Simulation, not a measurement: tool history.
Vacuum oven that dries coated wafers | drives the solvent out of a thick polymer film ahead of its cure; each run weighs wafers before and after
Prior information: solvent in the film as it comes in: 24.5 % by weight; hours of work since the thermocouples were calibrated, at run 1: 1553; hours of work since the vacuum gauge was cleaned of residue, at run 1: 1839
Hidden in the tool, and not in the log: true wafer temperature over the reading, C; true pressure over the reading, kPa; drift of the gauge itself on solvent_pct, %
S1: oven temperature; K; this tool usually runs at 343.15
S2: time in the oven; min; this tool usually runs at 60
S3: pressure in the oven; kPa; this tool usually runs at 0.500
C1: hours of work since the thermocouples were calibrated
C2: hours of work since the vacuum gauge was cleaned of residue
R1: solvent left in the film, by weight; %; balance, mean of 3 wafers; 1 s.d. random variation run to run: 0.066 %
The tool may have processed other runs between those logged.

run	hour	S1	S2	S3	C1	C2	R1
1	0.0	343.15	60	0.500	1553	1839	4.35
2	59.0	343.15	60	0.500	1599	1885	4.23
3	118.9	343.15	60	0.500	1646	1932	4.31
# hour 152.3: oven's thermocouples calibrated
4	157.5	343.15	54	0.500	4	1961	5.82
5	238.3	343.15	54	0.500	68	2025	5.81
6	285.1	343.15	54	0.500	105	2062	5.95
7	339.9	343.15	54	0.500	148	2105	5.86
8	380.2	343.15	60	0.500	180	2137	5.27
9	456.0	343.15	60	0.500	239	2196	5.32
10	519.0	343.15	60	0.500	289	2246	5.27
11	563.0	343.15	60	0.500	324	2281	5.44
12	640.7	354.15	60	0.500	385	2342	1.75
13	685.4	354.15	60	0.500	420	2377	1.65
14	732.3	343.15	71	0.500	457	2414	4.45
15	792.8	343.15	71	0.500	505	2462	4.33
16	837.2	343.15	60	0.500	540	2497	5.28
17	894.6	334.15	60	0.500	585	2542	10.58
18	970.3	334.15	60	0.500	645	2602	10.67
19	1029.3	334.15	60	0.500	691	2648	10.70
20	1075.4	334.15	60	0.500	727	2684	10.73
21	1113.9	334.15	60	0.500	758	2715	10.80
22	1182.9	334.15	60	0.500	812	2769	10.67
23	1255.0	334.15	60	0.500	869	2826	10.65
24	1328.3	334.15	60	0.500	927	2884	10.79
25	1386.1	343.15	77	0.761	972	2929	4.44
26	1467.4	343.15	77	0.761	1036	2993	4.41
# hour 1476.0: vacuum gauge cleaned of residue and calibrated
27	1504.3	343.15	77	0.761	1064	22	2.65
28	1537.2	336.15	34	0.538	1090	48	11.51
29	1570.3	336.15	34	0.538	1116	74	11.37
30	1629.9	339.15	49	0.538	1163	121	6.96
31	1685.4	339.15	49	0.538	1207	165	6.97
32	1765.5	331.15	86	0.477	1270	228	8.11
33	1809.5	342.15	47	0.310	1305	263	5.39
34	1869.8	333.15	63	0.310	1352	310	8.63
35	1923.7	332.15	39	0.462	1395	353	12.76
36	1966.8	349.15	39	1.624	1429	387	4.02
37	2028.8	343.15	38	0.420	1477	436	6.16
38	2109.6	343.15	38	0.420	1541	499	6.18
39	2166.4	339.15	38	0.268	1586	544	8.52
40	2202.7	338.15	97	0.796	1615	573	3.84
# hour 2273.7: oven's thermocouples calibrated
41	2282.1	338.15	97	0.796	7	634	5.08
42	2322.6	345.15	67	1.348	39	666	4.06
43	2356.0	345.15	67	1.348	65	692	4.05
44	2389.7	331.15	40	0.360	91	718	14.15
45	2455.0	331.15	40	0.360	143	770	14.13
46	2503.4	340.15	76	0.500	181	808	4.97
47	2574.8	340.15	80	0.662	237	864	4.84

Consider 3 possible next runs. They are alternatives, not a sequence: every one starts from the tool as it was left by run 47. What does each give?
A	2613.8	340.15	71	0.662	268	895	?
B	2613.8	343.15	60	0.473	268	895	?
C	2613.8	340.15	72	0.524	268	895	?

run	R1
A	5.55
B	4.54
C	5.30
Without the tool's unlogged condition, the same runs would have read:
run	R1
A	5.16
B	4.20
C	4.90
